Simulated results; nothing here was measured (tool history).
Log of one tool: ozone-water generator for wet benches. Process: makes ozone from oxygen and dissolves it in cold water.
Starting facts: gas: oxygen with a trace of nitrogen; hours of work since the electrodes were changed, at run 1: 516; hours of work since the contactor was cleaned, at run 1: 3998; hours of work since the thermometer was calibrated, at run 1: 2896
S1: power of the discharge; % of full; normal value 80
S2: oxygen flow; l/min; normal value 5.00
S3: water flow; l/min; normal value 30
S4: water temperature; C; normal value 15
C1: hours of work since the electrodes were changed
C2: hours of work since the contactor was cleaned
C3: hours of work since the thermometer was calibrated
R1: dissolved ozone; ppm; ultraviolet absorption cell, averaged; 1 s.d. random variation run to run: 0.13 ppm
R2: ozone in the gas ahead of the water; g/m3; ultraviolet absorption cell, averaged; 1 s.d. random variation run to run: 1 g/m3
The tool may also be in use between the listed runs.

{"run": 1, "hour": 0.0, "S1": 80, "S2": 5.0, "S3": 30, "S4": 15, "C1": 516, "C2": 3998, "C3": 2896, "R1": 12.9, "R2": 183.0}
{"run": 2, "hour": 56.0, "S1": 46, "S2": 5.0, "S3": 30, "S4": 15, "C1": 568, "C2": 4050, "C3": 2948, "R1": 9.7, "R2": 136.0}
{"run": 3, "hour": 93.3, "S1": 46, "S2": 5.0, "S3": 30, "S4": 15, "C1": 603, "C2": 4085, "C3": 2982, "R1": 9.8, "R2": 136.6}
{"run": 4, "hour": 132.2, "S1": 46, "S2": 5.0, "S3": 30, "S4": 15, "C1": 639, "C2": 4121, "C3": 3018, "R1": 9.6, "R2": 136.3}
{"run": 5, "hour": 164.3, "S1": 46, "S2": 5.0, "S3": 30, "S4": 15, "C1": 668, "C2": 4150, "C3": 3048, "R1": 9.8, "R2": 137.6}
{"run": 6, "hour": 191.6, "S1": 46, "S2": 5.0, "S3": 30, "S4": 15, "C1": 694, "C2": 4176, "C3": 3073, "R1": 9.9, "R2": 136.1}
{"run": 7, "hour": 220.9, "S1": 80, "S2": 5.0, "S3": 30, "S4": 15, "C1": 721, "C2": 4203, "C3": 3101, "R1": 13.2, "R2": 181.1}
{"run": 8, "hour": 249.6, "S1": 80, "S2": 5.0, "S3": 30, "S4": 15, "C1": 747, "C2": 4230, "C3": 3127, "R1": 13.0, "R2": 182.1}
{"run": 9, "hour": 299.4, "S1": 80, "S2": 5.0, "S3": 30, "S4": 15, "C1": 794, "C2": 4276, "C3": 3173, "R1": 13.0, "R2": 180.3}
{"run": 10, "hour": 340.0, "S1": 80, "S2": 5.87, "S3": 30, "S4": 15, "C1": 831, "C2": 4313, "C3": 3211, "R1": 12.9, "R2": 166.0}
{"run": 11, "hour": 379.0, "S1": 80, "S2": 5.87, "S3": 30, "S4": 15, "C1": 867, "C2": 4349, "C3": 3247, "R1": 12.8, "R2": 165.3}
{"run": 12, "hour": 432.3, "S1": 80, "S2": 5.44, "S3": 30, "S4": 15, "C1": 917, "C2": 4399, "C3": 3297, "R1": 13.2, "R2": 173.2}
{"run": 13, "hour": 488.6, "S1": 80, "S2": 5.44, "S3": 30, "S4": 15, "C1": 969, "C2": 4451, "C3": 3349, "R1": 13.0, "R2": 170.1}
{"run": 14, "hour": 542.4, "S1": 80, "S2": 5.44, "S3": 30, "S4": 15, "C1": 1019, "C2": 4501, "C3": 3399, "R1": 12.9, "R2": 173.7}
{"run": 15, "hour": 572.0, "S1": 80, "S2": 7.73, "S3": 30, "S4": 15, "C1": 1046, "C2": 4528, "C3": 3426, "R1": 13.1, "R2": 140.7}
{"run": 16, "hour": 617.6, "S1": 80, "S2": 5.0, "S3": 30, "S4": 15, "C1": 1089, "C2": 4571, "C3": 3468, "R1": 12.8, "R2": 181.8}
{"run": 17, "hour": 679.6, "S1": 80, "S2": 6.26, "S3": 30, "S4": 15, "C1": 1146, "C2": 4628, "C3": 3526, "R1": 13.1, "R2": 158.2}
{"run": 18, "hour": 716.9, "S1": 80, "S2": 3.32, "S3": 40, "S4": 17, "C1": 1181, "C2": 4663, "C3": 3560, "R1": 9.0, "R2": 233.1}
{"run": 19, "hour": 754.6, "S1": 80, "S2": 3.32, "S3": 40, "S4": 17, "C1": 1216, "C2": 4698, "C3": 3595, "R1": 9.2, "R2": 230.8}

Predict the results of run 20:
{"run": 20, "hour": 790.3, "S1": 49, "S2": 3.32, "S3": 40, "S4": 14, "C1": 1249, "C2": 4731, "C3": 3628, "R1": "?", "R2": "?"}

{"run 20": {"R1": 7.2, "R2": 179.6}}
Were there no unlogged condition in the tool, this run, its random variation unchanged, would have produced R1 7.2 ppm, R2 179.6 g/m3.
